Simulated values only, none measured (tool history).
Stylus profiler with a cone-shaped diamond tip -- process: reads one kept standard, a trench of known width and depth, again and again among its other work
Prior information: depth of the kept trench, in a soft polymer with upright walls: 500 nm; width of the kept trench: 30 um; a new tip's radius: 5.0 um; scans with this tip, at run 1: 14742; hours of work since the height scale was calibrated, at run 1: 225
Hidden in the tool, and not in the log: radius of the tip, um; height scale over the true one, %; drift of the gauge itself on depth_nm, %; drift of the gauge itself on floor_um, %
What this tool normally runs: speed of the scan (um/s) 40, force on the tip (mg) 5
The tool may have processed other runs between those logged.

run,hour,speed of the scan (um/s),force on the tip (mg),scans with this tip,hours of work since the height scale was calibrated,depth of the trench (angstrom),width of the trench's floor (nm)
1,0,40,5,14742,225,5120.4,24830
2,44.9,40,5,14994,251,5122.4,24860
3,84.8,40,5,15217,275,5122.9,24830
4,119,40,2.7,15409,294,5076.2,24760
5,182.5,56,5,15766,331,5120.1,24780
6,210.8,40,5,15924,348,5121.7,24780
7,252.9,40,2.96,16161,372,5084.7,24800
8,298.7,40,2.96,16418,399,5084.8,24700
9,340.3,40,5,16651,423,5119.9,24780
10,401.1,40,5,16992,458,5118.9,24790
11,467.7,40,5,17365,497,5122,24770
12,511.1,40,5,17609,522,5116.9,24730
13,541.9,40,2.37,17782,540,5069.8,24640
14,570.8,40,2.37,17944,557,5070.3,24680
15,602.9,40,2.37,18124,575,5069.3,24650
16,638,40,2.37,18320,596,5067.3,24690
17,671.6,40,2.37,18509,615,5069.7,24660
18,718.3,40,2.37,18771,642,5071.9,24620
19,751.9,40,2.37,18960,662,5071.7,24620
20,792.5,40,2.37,19188,685,5068.7,24560
21,855.8,40,6.71,19542,722,5143.5,24640
22,884.7,40,6.71,19704,739,5141.5,24580
23,931.9,40,6.71,19969,766,5142.5,24670
24,973.8,40,4.15,20204,791,5101.9,24620
25,1024.7,157,4.15,20490,820,5100,24200
26,1056.3,157,4.15,20667,839,5101.8,24150
27,1113.3,10,1.85,20987,872,5056.4,24650
28,1177.9,52,2.89,21349,909,5074,24500
29,1226.6,52,2.89,21623,938,5076.4,24520
# hour 1230.3: height scale calibrated on a step standard
30,1256.4,52,2.89,21787,15,5076.8,24460
31,1297.5,20,12.21,22018,39,5211.7,24620
32,1345.6,46,10.94,22288,67,5193,24480
# hour 1386.1: height scale calibrated on a step standard, once more
33,1393.2,46,10.94,22552,4,5209.6,24520
34,1456.8,47,10.94,22908,41,5206.9,24530
35,1522,30,9.81,23274,79,5193.8,24570
36,1583,61,2.13,23616,114,5070.2,24330
37,1636.4,12,12.68,23916,145,5231.8,24540
38,1680.5,27,14.17,24163,171,5245.7,24490
39,1725.6,30,1.95,24416,197,5063.7,24370
40,1766.9,40,14.13,24648,221,5245.4,24480
41,1825.7,14,8.96,24978,255,5181,24520
42,1872.7,39,14.27,25241,283,5245.8,24430
43,1917.9,80,11.83,25495,309,5216.1,24410
44,1974.9,59,7.13,25815,342,5157.1,24360
45,2029.2,59,7.13,26119,373,5155.3,24370
46,2087.2,59,7.13,26444,407,5152.1,24370

Hidden condition of the tool, last listed run before each entry between runs versus first listed run after:
Run 29 -> run 30: height scale calibrated on a step standard (hour 1230.3)
  radius of the tip, um: 7.31 -> 7.34; height scale over the true one, %: -0.16 -> -0.209
  measured minus no-state result, depth of the trench (angstrom): -8.1 -> -10.6; width of the trench's floor (nm): -960 -> -960
Run 32 -> run 33: height scale calibrated on a step standard, once more (hour 1386.1)
  radius of the tip, um: 7.39 -> 7.42; height scale over the true one, %: -0.219 -> 0.028
  measured minus no-state result, depth of the trench (angstrom): -11.4 -> +1.4; width of the trench's floor (nm): -990 -> -1000

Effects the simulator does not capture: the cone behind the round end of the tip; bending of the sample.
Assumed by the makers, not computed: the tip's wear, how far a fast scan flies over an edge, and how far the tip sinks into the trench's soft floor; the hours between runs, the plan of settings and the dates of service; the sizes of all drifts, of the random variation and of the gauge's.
